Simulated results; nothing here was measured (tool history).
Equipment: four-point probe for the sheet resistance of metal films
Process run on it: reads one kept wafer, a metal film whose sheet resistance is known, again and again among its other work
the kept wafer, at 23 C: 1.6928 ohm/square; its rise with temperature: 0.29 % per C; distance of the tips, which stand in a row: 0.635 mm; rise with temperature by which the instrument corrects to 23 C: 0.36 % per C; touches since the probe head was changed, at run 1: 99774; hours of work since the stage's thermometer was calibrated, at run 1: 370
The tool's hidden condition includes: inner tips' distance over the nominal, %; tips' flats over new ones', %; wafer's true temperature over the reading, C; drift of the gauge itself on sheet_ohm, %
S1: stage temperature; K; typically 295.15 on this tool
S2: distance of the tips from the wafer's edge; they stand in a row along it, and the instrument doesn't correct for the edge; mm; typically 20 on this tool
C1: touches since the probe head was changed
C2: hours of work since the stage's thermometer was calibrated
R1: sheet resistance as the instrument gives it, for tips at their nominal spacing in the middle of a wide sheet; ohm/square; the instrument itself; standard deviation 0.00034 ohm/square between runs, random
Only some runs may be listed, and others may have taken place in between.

run   hour      S1  S2      C1   C2        R1
  1      0  295.15  20   99774  370  1.688068
  2     24  306.15  20  100620  379  1.675585
  3   49.3  295.15  19  101515  390  1.688113
  4   70.7  295.15   9  102269  399  1.691222
  5   96.1  295.15   9  103164  409  1.691564
  6  119.5  295.15   4  103991  418  1.709941
  7  138.5  295.15  12  104660  426  1.689141
  8  152.9  295.15  12  105168  432  1.688979
  9    178  295.15  12  106055  442  1.689244
 10  195.6  307.15  20  106675  450  1.674109
 11  214.1  307.15  20  107328  457   1.67371
 12  240.2  307.15  20  108248  468  1.673272
 13  257.1  300.15  20  108847  475  1.681298
 14  276.2  300.15  20  109519  483  1.681125
 15  301.6  295.15  20  110418  493    1.6867
 16  315.7  295.15  20  110915  499  1.686371
 17  330.4  295.15  20  111433  505  1.686799
 18    344  295.15  20  111912  510  1.686719
 19  361.5  302.15  20  112531  517  1.678586
 20  377.9  302.15  20  113108  524   1.67903
 21  388.7  302.15  20  113489  529  1.679561
 22  408.5  302.15  20  114190  537  1.678826
 23  429.8  298.15  47  114939  545  1.682049
 24  452.6  298.15  47  115743  555  1.682628
 25  471.4  293.15  20  116407  562  1.688328
 26  496.1  295.15  31  117279  572   1.68565
 27  516.6  295.15  31  118002  581  1.686078
 28  537.1  295.15  23  118726  589  1.685722
 29  553.1  308.15  20  119290  596  1.671258
 30  563.8  306.15  16  119669  600  1.674276
 31  584.6  306.15  16  120401  609  1.673766
 32    607  306.15  11  121194  618     1.676
 33  621.9  293.15   7  121719  624  1.694254
 34  646.1  293.15   7  122574  634  1.694285
 35  661.8  293.15   7  123128  640  1.694141
 36  684.9  293.15   7  123940  650  1.694767
 37  701.2  295.15  16  124516  656  1.685653
 38  721.8  305.15  65  125242  665  1.674065
 39    736  304.15  20  125743  671  1.675401
 40    759  304.15  20  126555  680  1.675095
 41  777.2  304.15  20  127199  687  1.676015
 42  792.7  298.15   5  127746  694  1.695371
 43  811.6  292.15  21  128413  701  1.688371
 44  830.1  294.15  20  129064  709  1.686298

Predict each of these 3 candidate next runs independently; none follows another, all start after run 44:
  A  842.6  304.15   3  129507  714   ?
  B  842.6  306.15  20  129507  714   ?
  C  842.6  306.15  11  129507  714   ?

run        R1
  A  1.713778
  B  1.673417
  C  1.675251
The same runs, with their run-to-run variation unchanged, on a tool lacking any hidden condition would have given:
run        R1
  A  1.723708
  B  1.683123
  C  1.684967
